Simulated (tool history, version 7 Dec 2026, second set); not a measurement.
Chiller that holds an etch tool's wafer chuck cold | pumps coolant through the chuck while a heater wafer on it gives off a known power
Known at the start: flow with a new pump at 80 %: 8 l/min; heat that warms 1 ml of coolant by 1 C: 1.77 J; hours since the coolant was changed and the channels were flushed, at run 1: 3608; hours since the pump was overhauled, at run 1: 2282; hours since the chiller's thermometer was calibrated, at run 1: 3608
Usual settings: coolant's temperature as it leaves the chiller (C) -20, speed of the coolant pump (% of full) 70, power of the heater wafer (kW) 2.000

| run | hour | coolant's temperature as it leaves the chiller (C) | speed of the coolant pump (% of full) | power of the heater wafer (kW) | hours since the coolant was changed and the channels were flushed | hours since the pump was overhauled | hours since the chiller's thermometer was calibrated | chuck's temperature once it has settled (C) | how much warmer the coolant comes back (C) |
|---|---|---|---|---|---|---|---|---|---|
| 1 | 0.0 | -20 | 70 | 2.000 | 3608 | 2282 | 3608 | 1.6 | 10.15 |
| 2 | 43.6 | -20 | 70 | 2.000 | 3652 | 2326 | 3652 | 1.7 | 10.15 |
| 3 | 95.4 | -20 | 70 | 2.000 | 3703 | 2378 | 3703 | 1.7 | 10.14 |
| 4 | 176.4 | -20 | 70 | 2.218 | 3784 | 2459 | 3784 | 4.3 | 11.28 |
| 5 | 263.6 | -20 | 70 | 2.218 | 3872 | 2546 | 3872 | 4.5 | 11.32 |
| 6 | 342.4 | -20 | 70 | 2.000 | 3950 | 2625 | 3950 | 2.0 | 10.28 |
| 7 | 440.7 | -20 | 70 | 2.000 | 4049 | 2723 | 4049 | 2.3 | 10.24 |
| 8 | 504.0 | -19 | 70 | 2.000 | 4112 | 2786 | 4112 | 3.3 | 10.25 |
| 9 | 555.2 | -20 | 70 | 2.000 | 4163 | 2837 | 4163 | 2.3 | 10.26 |
| 10 | 606.5 | -20 | 70 | 2.000 | 4215 | 2889 | 4215 | 2.5 | 10.42 |
| 11 | 698.0 | -20 | 70 | 2.000 | 4306 | 2980 | 4306 | 2.6 | 10.37 |
|  | 704.7 | chiller's thermometer calibrated |
| 12 | 791.6 | -20 | 70 | 2.000 | 4399 | 3073 | 87 | 2.6 | 10.35 |
| 13 | 864.9 | -20 | 70 | 2.000 | 4472 | 3146 | 160 | 2.7 | 10.34 |
| 14 | 909.8 | -23 | 88 | 1.248 | 4517 | 3191 | 205 | -11.5 | 5.16 |
| 15 | 1000.3 | -23 | 88 | 1.248 | 4607 | 3281 | 296 | -11.5 | 5.20 |
| 16 | 1090.0 | -23 | 88 | 1.248 | 4697 | 3371 | 385 | -11.3 | 5.18 |
|  | 1177.2 | chiller's thermometer calibrated, once more |
| 17 | 1185.3 | -23 | 88 | 1.248 | 4791 | 3465 | 8 | -10.4 | 5.23 |
| 18 | 1241.0 | -23 | 88 | 1.248 | 4847 | 3521 | 64 | -10.3 | 5.22 |
|  | 1294.1 | coolant changed, channels flushed |
| 19 | 1351.8 | -23 | 88 | 1.248 | 58 | 3626 | 169 | -12.7 | 5.29 |
| 20 | 1402.1 | -20 | 82 | 2.000 | 108 | 3676 | 219 | -2.4 | 9.05 |
| 21 | 1478.5 | -20 | 82 | 2.000 | 184 | 3753 | 295 | -2.4 | 9.00 |

4 ways to go on from here, each from the tool as it stands after run 21. What would each give?
| A | 1578.7 | -17 | 82 | 2.000 | 285 | 3853 | 396 | ? | ? |
| B | 1578.7 | -15 | 82 | 2.000 | 285 | 3853 | 396 | ? | ? |
| C | 1578.7 | -28 | 61 | 1.689 | 285 | 3853 | 396 | ? | ? |
| D | 1578.7 | -20 | 82 | 2.241 | 285 | 3853 | 396 | ? | ? |

| run | chuck's temperature once it has settled (C) | how much warmer the coolant comes back (C) |
|---|---|---|
| A | 0.6 | 9.04 |
| B | 2.7 | 9.06 |
| C | -9.0 | 10.12 |
| D | -0.2 | 10.20 |
Without the tool's hidden state the same runs would have given:
| run | chuck's temperature once it has settled (C) | how much warmer the coolant comes back (C) |
|---|---|---|
| A | -0.8 | 8.27 |
| B | 1.3 | 8.30 |
| C | -10.5 | 9.26 |
| D | -1.8 | 9.33 |
